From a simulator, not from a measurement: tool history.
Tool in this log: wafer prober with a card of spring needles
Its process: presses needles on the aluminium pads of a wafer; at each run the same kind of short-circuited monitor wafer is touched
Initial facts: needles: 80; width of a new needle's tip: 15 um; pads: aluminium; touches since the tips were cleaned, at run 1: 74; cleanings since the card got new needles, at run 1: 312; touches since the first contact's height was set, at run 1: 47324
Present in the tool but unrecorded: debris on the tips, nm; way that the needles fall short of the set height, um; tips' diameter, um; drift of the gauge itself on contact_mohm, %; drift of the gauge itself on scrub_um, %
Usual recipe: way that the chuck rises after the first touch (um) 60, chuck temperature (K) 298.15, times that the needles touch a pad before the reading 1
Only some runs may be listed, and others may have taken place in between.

run    hour  way that the chuck rises after the first touch (um)  chuck temperature (K)  times that the needles touch a pad before the reading  touches since the tips were cleaned  cleanings since the card got new needles  touches since the first contact's height was set  resistance of one needle with its contact and lead (mohm)  way that a needle slides on the pad (um)
  1       0                                                   60                 298.15                                                      1                                   74                                       312                                             47324                                                        272                                     16.48
       11.8  -- tips cleaned on abrasive film
       26.4  -- tips cleaned on abrasive film
       38.1  -- tips cleaned on abrasive film
       49.9  -- tips cleaned on abrasive film
       64.5  -- tips cleaned on abrasive film
       76.3  -- tips cleaned on abrasive film
  2      84                                                   60                 298.15                                                      1                                 3151                                       318                                             81195                                                        271                                     16.51
       89.9  -- tips cleaned on abrasive film
      101.7  -- tips cleaned on abrasive film
      107.8  -- height of the first contact set anew
      113.7  -- tips cleaned on abrasive film
      125.4  -- tips cleaned on abrasive film
      137.2  -- tips cleaned on abrasive film
      151.8  -- tips cleaned on abrasive film
      166.5  -- tips cleaned on abrasive film
  3   175.5                                                   60                 298.15                                                      1                                 3657                                       325                                             27282                                                        274                                     16.52
      178.5  -- tips cleaned on abrasive film
      190.2  -- tips cleaned on abrasive film
      204.9  -- tips cleaned on abrasive film
      216.6  -- tips cleaned on abrasive film
      228.3  -- tips cleaned on abrasive film
        243  -- tips cleaned on abrasive film
  4   251.3                                                   60                 298.15                                                      1                                 3365                                       331                                             57812                                                        269                                     16.55
      257.2  -- tips cleaned on abrasive film
      268.9  -- tips cleaned on abrasive film
      280.7  -- tips cleaned on abrasive film
      292.4  -- tips cleaned on abrasive film
        307  -- tips cleaned on abrasive film
      321.7  -- tips cleaned on abrasive film
      330.7  -- height of the first contact set anew
      333.7  -- tips cleaned on abrasive film
  5   340.7                                                   60                 298.15                                                      1                                 2816                                       338                                              3997                                                        272                                     16.59
      346.6  -- tips cleaned on abrasive film
      358.3  -- tips cleaned on abrasive film
        370  -- tips cleaned on abrasive film
      381.8  -- tips cleaned on abrasive film
      393.5  -- tips cleaned on abrasive film
      405.3  -- tips cleaned on abrasive film
  6   415.1                                                   60                 298.15                                                      2                                 3989                                       344                                             33973                                                        271                                     16.54
      418.1  -- tips cleaned on abrasive film
      429.8  -- tips cleaned on abrasive film
      441.8  -- card fitted with new needles
      456.5  -- tips cleaned on abrasive film
      471.1  -- tips cleaned on abrasive film
      485.8  -- tips cleaned on abrasive film
  7   492.4                                                   60                 298.15                                                      2                                 2709                                         3                                             20427                                                        269                                      16.5
      498.4  -- tips cleaned on abrasive film
        513  -- tips cleaned on abrasive film
      524.7  -- tips cleaned on abrasive film
      536.5  -- tips cleaned on abrasive film
      548.2  -- tips cleaned on abrasive film
      559.9  -- tips cleaned on abrasive film
  8   567.2                                                   60                 298.15                                                      2                                 2955                                         9                                             50553                                                        272                                     16.52
      573.1  -- tips cleaned on abrasive film
      584.9  -- tips cleaned on abrasive film
      596.6  -- tips cleaned on abrasive film
      611.3  -- tips cleaned on abrasive film
        623  -- tips cleaned on abrasive film
      637.6  -- tips cleaned on abrasive film
      649.4  -- tips cleaned on abrasive film
        664  -- tips cleaned on abrasive film
      665.6  -- height of the first contact set anew
  9   665.6                                                   60                 331.15                                                      1                                  537                                        17                                                 0                                                        279                                     16.54
      677.4  -- tips cleaned on abrasive film
      689.1  -- tips cleaned on abrasive film
      700.9  -- tips cleaned on abrasive film
      715.5  -- tips cleaned on abrasive film
 10   721.2                                                   60                 331.15                                                      1                                 2301                                        21                                             22382                                                        281                                      16.5
        730  -- tips cleaned on abrasive film
      741.7  -- tips cleaned on abrasive film
      753.5  -- tips cleaned on abrasive film
      765.2  -- tips cleaned on abrasive film
      776.9  -- tips cleaned on abrasive film
 11   783.2                                                   60                 331.15                                                      1                                 2556                                        26                                             47382                                                        283                                     16.54
      789.2  -- tips cleaned on abrasive film
      800.9  -- tips cleaned on abrasive film
      812.6  -- tips cleaned on abrasive film
      824.4  -- tips cleaned on abrasive film
      836.1  -- tips cleaned on abrasive film
      847.8  -- tips cleaned on abrasive film
      859.6  -- tips cleaned on abrasive film
      871.3  -- tips cleaned on abrasive film
 12     879                                                   80                 307.15                                                      1                                 3111                                        34                                             85931                                                        265                                     21.93
      884.9  -- tips cleaned on abrasive film
        891  -- height of the first contact set anew
      896.9  -- tips cleaned on abrasive film
      908.7  -- tips cleaned on abrasive film
      920.4  -- tips cleaned on abrasive film
      932.1  -- tips cleaned on abrasive film
 13     941                                                   60                 338.15                                                      1                                 3605                                        39                                             20143                                                        287                                      16.5
        944  -- tips cleaned on abrasive film
      955.7  -- tips cleaned on abrasive film
      967.5  -- tips cleaned on abrasive film
      982.1  -- tips cleaned on abrasive film
      993.9  -- tips cleaned on abrasive film
 14   997.7                                                   60                 324.15                                                      3                                 1554                                        44                                             42952                                                        283                                     16.58
     1006.5  -- tips cleaned on abrasive film
     1018.3  -- tips cleaned on abrasive film
       1030  -- tips cleaned on abrasive film
     1041.7  -- tips cleaned on abrasive film
     1053.5  -- tips cleaned on abrasive film
     1065.2  -- tips cleaned on abrasive film
 15  1069.5                                                   60                 298.15                                                      1                                 1730                                        50                                             71851                                                        270                                     16.55
     1078.3  -- tips cleaned on abrasive film
       1090  -- tips cleaned on abrasive film
     1101.8  -- tips cleaned on abrasive film
     1113.5  -- tips cleaned on abrasive film
     1113.8  -- height of the first contact set anew
     1125.5  -- tips cleaned on abrasive film
     1137.3  -- tips cleaned on abrasive film
       1149  -- tips cleaned on abrasive film
 16    1158                                                   56                 310.15                                                      2                                 3663                                        57                                             17838                                                        273                                     15.46
       1161  -- tips cleaned on abrasive film
     1172.8  -- tips cleaned on abrasive film
     1187.4  -- tips cleaned on abrasive film
     1199.1  -- tips cleaned on abrasive film
     1210.9  -- tips cleaned on abrasive film
     1222.6  -- tips cleaned on abrasive film
     1234.4  -- tips cleaned on abrasive film
 17  1242.8                                                   56                 310.15                                                      2                                 3429                                        64                                             51977                                                        275                                      15.4
     1248.7  -- tips cleaned on abrasive film
     1260.5  -- tips cleaned on abrasive film
     1272.2  -- tips cleaned on abrasive film
     1283.9  -- tips cleaned on abrasive film
     1295.7  -- tips cleaned on abrasive film
     1310.3  -- tips cleaned on abrasive film
     1322.1  -- tips cleaned on abrasive film
 18  1333.5                                                   46                 310.15                                                      1                                 4657                                        71                                             88528                                                        278                                     12.66
     1336.5  -- tips cleaned on abrasive film
     1336.8  -- height of the first contact set anew
     1351.5  -- tips cleaned on abrasive film
     1363.2  -- tips cleaned on abrasive film
       1375  -- tips cleaned on abrasive film
 19  1375.2                                                   46                 310.15                                                      1                                  109                                        75                                             15465                                                        280                                     12.67
     1386.9  -- tips cleaned on abrasive film
     1398.7  -- tips cleaned on abrasive film
     1410.4  -- tips cleaned on abrasive film
     1422.2  -- tips cleaned on abrasive film
     1436.8  -- tips cleaned on abrasive film
     1448.5  -- tips cleaned on abrasive film
 20  1451.1                                                   52                 298.15                                                      1                                 1059                                        81                                             46053                                                        278                                     14.29
     1462.9  -- tips cleaned on abrasive film
     1474.6  -- tips cleaned on abrasive film
     1486.4  -- tips cleaned on abrasive film
     1498.1  -- tips cleaned on abrasive film
     1509.8  -- tips cleaned on abrasive film
     1521.6  -- tips cleaned on abrasive film
     1533.3  -- tips cleaned on abrasive film
 21  1544.2                                                   52                 298.15                                                      1                                 4439                                        88                                             83567                                                        269                                     14.27
     1547.2  -- tips cleaned on abrasive film
       1559  -- tips cleaned on abrasive film
     1562.2  -- height of the first contact set anew
       1571  -- tips cleaned on abrasive film
     1582.8  -- tips cleaned on abrasive film
     1597.4  -- tips cleaned on abrasive film
 22  1607.2                                                   52                 298.15                                                      1                                 3990                                        93                                             18165                                                        272                                     14.35

Branching from run 22: 3 alternative next runs. What would each branch give?
     1610.2  -- tips cleaned on abrasive film
       1622  -- tips cleaned on abrasive film
     1636.6  -- tips cleaned on abrasive film
     1648.4  -- tips cleaned on abrasive film
     1660.1  -- tips cleaned on abrasive film
  A  1662.9                                                   43                 340.15                                                      2                                 1138                                        98                                             40568                                                          ?                                         ?
     1610.2  -- tips cleaned on abrasive film
       1622  -- tips cleaned on abrasive film
     1636.6  -- tips cleaned on abrasive film
     1648.4  -- tips cleaned on abrasive film
     1660.1  -- tips cleaned on abrasive film
  B  1662.9                                                   60                 303.15                                                      1                                 1138                                        98                                             40568                                                          ?                                         ?
     1610.2  -- tips cleaned on abrasive film
       1622  -- tips cleaned on abrasive film
     1636.6  -- tips cleaned on abrasive film
     1648.4  -- tips cleaned on abrasive film
     1660.1  -- tips cleaned on abrasive film
  C  1662.9                                                   60                 298.15                                                      1                                 1138                                        98                                             40568                                                          ?                                         ?

run  resistance of one needle with its contact and lead (mohm)  way that a needle slides on the pad (um)
  A                                                        293                                     11.83
  B                                                        274                                     16.49
  C                                                        272                                     16.49
Had the tool no hidden state, the same runs would have come out as:
run  resistance of one needle with its contact and lead (mohm)  way that a needle slides on the pad (um)
  A                                                        292                                     11.83
  B                                                        274                                     16.49
  C                                                        272                                     16.49
